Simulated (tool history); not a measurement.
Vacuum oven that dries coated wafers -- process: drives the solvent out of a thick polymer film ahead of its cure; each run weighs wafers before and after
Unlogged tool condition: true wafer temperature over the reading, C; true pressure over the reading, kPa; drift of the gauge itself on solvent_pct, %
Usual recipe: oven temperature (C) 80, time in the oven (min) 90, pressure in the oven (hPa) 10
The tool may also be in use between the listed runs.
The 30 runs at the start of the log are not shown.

run,hour,oven temperature (C),time in the oven (min),pressure in the oven (hPa),hours of work since the thermocouples were calibrated,hours of work since the vacuum gauge was cleaned of residue,solvent left in the film (%)
31,418.7,93,61,5.9,877,8,0.46
32,428,90,137,10,883,14,0.59
33,444.8,90,137,10,893,24,0.5
34,461,73,137,6.7,902,33,1.83
# hour 470.8: vacuum gauge cleaned of residue and calibrated, once more
35,480.1,84,82,7.3,912,5,0.92
36,488,76,90,14.1,917,10,2.6
37,500.9,76,93,34.3,925,18,3.68
38,515.6,76,93,34.3,933,26,3.74
39,525.5,66,52,8.7,939,32,6.97
40,535.7,86,111,8.7,945,38,0.51
# hour 546.8: oven's thermocouples calibrated
41,552.1,80,123,25,3,47,2.07
42,569.7,80,123,25,13,57,2.04
43,586.4,89,105,8.7,23,67,0.55
44,600.1,94,90,6.2,31,75,0.24
45,615.8,79,136,7.3,41,84,0.99
46,627,80,136,9.1,47,91,0.9
47,640.7,80,136,9.1,55,99,0.95

Predict each of these 3 candidate next runs independently; none follows another, all start after run 47:
A,652.9,85,136,7.2,62,106,?
B,652.9,72,90,10,62,106,?
C,652.9,80,98,27.4,62,106,?

run,solvent left in the film (%)
A,0.52
B,3.78
C,2.71
Without the tool's hidden state the same runs would have given:
run,solvent left in the film (%)
A,0.5
B,3.8
C,2.71
